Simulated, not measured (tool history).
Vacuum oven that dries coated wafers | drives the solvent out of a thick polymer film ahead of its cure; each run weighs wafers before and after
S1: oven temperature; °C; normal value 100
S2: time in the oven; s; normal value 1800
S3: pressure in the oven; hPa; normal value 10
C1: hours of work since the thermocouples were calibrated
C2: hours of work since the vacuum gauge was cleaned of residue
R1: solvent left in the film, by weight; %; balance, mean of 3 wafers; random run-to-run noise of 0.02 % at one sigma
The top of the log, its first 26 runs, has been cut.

Run 27, day 11.921: usual settings but S1 105 °C, S2 2940 s, S3 17.1 hPa; C1 1554; C2 19. Result: R1 0.7 %.
Run 28, day 12.45: usual settings but S1 105 °C, S2 2940 s, S3 17.1 hPa; C1 1560; C2 25. Result: R1 0.64 %.
Run 29, day 13.033: usual settings but S1 105 °C, S2 2940 s, S3 17.1 hPa; C1 1567; C2 32. Result: R1 0.66 %.
Run 30, day 13.479: usual settings but S1 97 °C, S2 2100 s; C1 1573; C2 37. Result: R1 1.27 %.
Run 31, day 14.104: usual settings but S2 1860 s; C1 1580; C2 45. Result: R1 1.26 %.
Run 32, day 14.671: usual settings but S1 104 °C, S2 960 s, S3 17.6 hPa; C1 1587; C2 51. Result: R1 3.14 %.
Run 33, day 15.083: usual settings but S1 91 °C, S2 1980 s; C1 1592; C2 56. Result: R1 2.27 %.
Run 34, day 15.579: usual settings but S1 98 °C, S3 34.5 hPa; C1 1598; C2 62. Result: R1 2.59 %.
At day 15.788: oven's thermocouples calibrated.
Run 35, day 16.15: usual settings but S1 98 °C, S3 34.5 hPa; C1 4; C2 68. Result: R1 3.1 %.
Run 36, day 16.65: usual settings but S1 98 °C, S3 34.5 hPa; C1 10; C2 74. Result: R1 3.06 %.
Run 37, day 17.121: usual settings but S1 98 °C, S3 19.5 hPa; C1 16; C2 79. Result: R1 2.41 %.
Run 38, day 17.775: usual settings but S1 93 °C, S2 1020 s, S3 10.3 hPa; C1 24; C2 87. Result: R1 5.3 %.
Run 39, day 18.183: usual settings but S1 93 °C, S2 1020 s, S3 10.3 hPa; C1 28; C2 92. Result: R1 5.34 %.
Run 40, day 18.796: usual settings but S1 98 °C, S2 1380 s; C1 36; C2 99. Result: R1 2.94 %.

Forecast run 41:
Run 41, day 19.188: usual settings but S1 107 °C, S3 12.7 hPa; C1 40; C2 104. Result: R1 ?.

Run 41 yielded R1 1.05 %.
The same run, on a tool lacking any hidden state, would have yielded R1 1.03 %.
